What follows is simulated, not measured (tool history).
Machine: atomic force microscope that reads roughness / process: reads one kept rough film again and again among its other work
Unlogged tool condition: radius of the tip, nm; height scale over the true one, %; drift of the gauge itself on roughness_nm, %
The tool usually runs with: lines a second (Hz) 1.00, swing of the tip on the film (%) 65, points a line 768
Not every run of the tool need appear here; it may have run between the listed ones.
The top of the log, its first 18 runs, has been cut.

run   hour  lines a second (Hz)  swing of the tip on the film (%)  points a line  pictures with this tip  hours of work since the height scale was calibrated  roughness of the kept film (nm (root mean square))
 19  175.3                 1.47                                61            333                      99                                                  235                                               1.774
 20  184.0                 1.47                                61            333                     113                                                  241                                               1.756
 21  195.8                 1.60                                81            768                     131                                                  249                                               1.580
     198.1  -- height scale calibrated on a step standard
 22  206.1                 2.67                                58            621                     145                                                    5                                               1.687
 23  215.0                 0.70                                58            899                     159                                                   11                                               1.751
     221.7  -- new tip fitted
 24  225.2                 0.70                                58            899                       5                                                   18                                               1.955
 25  235.1                 0.70                                66            741                      20                                                   25                                               1.905
 26  245.2                 0.70                                61            741                      36                                                   32                                               1.921
 27  253.0                 3.37                                73            347                      48                                                   37                                               1.599
 28  261.8                 3.37                                73            347                      61                                                   43                                               1.593
     274.1  -- height scale calibrated on a step standard, once more
 29  274.1                 3.37                                73            347                      79                                                    0                                               1.548
 30  287.6                 3.37                                73            347                      99                                                    9                                               1.539
 31  298.6                 1.00                                63            504                     116                                                   17                                               1.783
 32  310.5                 2.84                                75            570                     134                                                   25                                               1.506
 33  319.7                 0.89                                74            469                     148                                                   31                                               1.683

Alternative continuations, all from the tool just after run 33; predict every row:
     332.5  -- new tip fitted
  A  333.1                 1.15                                70            912                       1                                                   40                                                   ?
     332.5  -- new tip fitted
  B  333.1                 3.96                                74            469                       1                                                   40                                                   ?
     332.5  -- new tip fitted
  C  333.1                 0.89                                74            314                       1                                                   40                                                   ?

run  roughness of the kept film (nm (root mean square))
  A                                               1.876
  B                                               1.577
  C                                               1.880
With no hidden state in the tool, these same runs would have given:
run  roughness of the kept film (nm (root mean square))
  A                                               1.881
  B                                               1.581
  C                                               1.885

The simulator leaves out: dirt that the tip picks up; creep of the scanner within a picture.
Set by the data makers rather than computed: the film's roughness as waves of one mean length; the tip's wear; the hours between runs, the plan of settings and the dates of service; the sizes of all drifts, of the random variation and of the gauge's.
